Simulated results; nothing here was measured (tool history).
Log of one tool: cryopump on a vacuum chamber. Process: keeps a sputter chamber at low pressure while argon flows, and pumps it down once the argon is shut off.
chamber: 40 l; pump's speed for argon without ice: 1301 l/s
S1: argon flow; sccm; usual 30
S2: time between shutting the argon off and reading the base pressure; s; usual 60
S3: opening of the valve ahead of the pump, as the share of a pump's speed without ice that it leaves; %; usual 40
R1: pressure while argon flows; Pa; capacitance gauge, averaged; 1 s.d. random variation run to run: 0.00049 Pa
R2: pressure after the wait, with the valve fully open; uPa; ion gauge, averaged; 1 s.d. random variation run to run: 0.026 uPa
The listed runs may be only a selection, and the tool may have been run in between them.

run,hour,S1,S2,S3,R1,R2
1,0.0,30,60,40,0.1056,1.78
# hour 54.2: pump warmed up, emptied and cooled again
2,72.1,30,60,40,0.0987,1.63
3,173.9,30,60,40,0.0990,1.67
4,224.1,30,60,40,0.0990,1.70
5,301.2,30,60,18,0.2186,1.70
6,393.9,30,60,40,0.0991,1.72
7,446.3,30,60,16,0.2462,1.73
8,509.8,30,60,16,0.2457,1.78
9,573.4,30,60,28,0.1418,1.72
10,629.0,30,60,28,0.1424,1.72
11,679.0,30,60,28,0.1422,1.76
12,765.7,30,60,28,0.1428,1.84
13,863.3,30,60,28,0.1435,1.79
14,907.0,30,60,28,0.1435,1.87
15,982.4,30,60,28,0.1439,1.84
16,1075.9,30,71,40,0.1026,1.68
17,1159.2,30,71,40,0.1029,1.77
18,1254.6,37,31,24,0.2063,2.65
19,1313.8,37,31,24,0.2075,2.76
20,1377.7,15,31,30,0.0681,2.72
21,1441.4,36,95,28,0.1753,1.62
22,1530.7,18,21,27,0.0908,3.58
23,1614.6,18,21,27,0.0915,3.59
24,1666.0,20,60,47,0.0608,1.96
25,1773.4,20,34,40,0.0705,2.64
# hour 1824.0: leaking fittings of the chamber tightened, without venting
26,1825.2,14,61,37,0.0532,1.21
# hour 1883.7: pump warmed up, emptied and cooled again
27,1898.8,43,49,59,0.0958,1.35
28,1952.2,56,60,20,0.3662,1.16
29,2009.9,56,60,20,0.3663,1.19
30,2107.8,16,67,36,0.0591,1.11
31,2213.8,16,67,36,0.0585,1.12
32,2307.9,40,57,36,0.1473,1.22
33,2388.0,40,57,36,0.1492,1.32

What if the next run were any one of these 4? Each begins from the tool's condition after run 33:
A,2434.6,19,33,21,?,?
B,2434.6,40,138,36,?,?
C,2434.6,15,25,32,?,?
D,2434.6,35,25,29,?,?

run,R1,R2
A,0.1190,2.00
B,0.1487,0.72
C,0.0627,2.50
D,0.1599,2.48
With the hidden condition removed and each run's random variation left untouched, the same runs would have given:
run,R1,R2
A,0.1172,1.91
B,0.1447,0.62
C,0.0612,2.41
D,0.1565,2.38
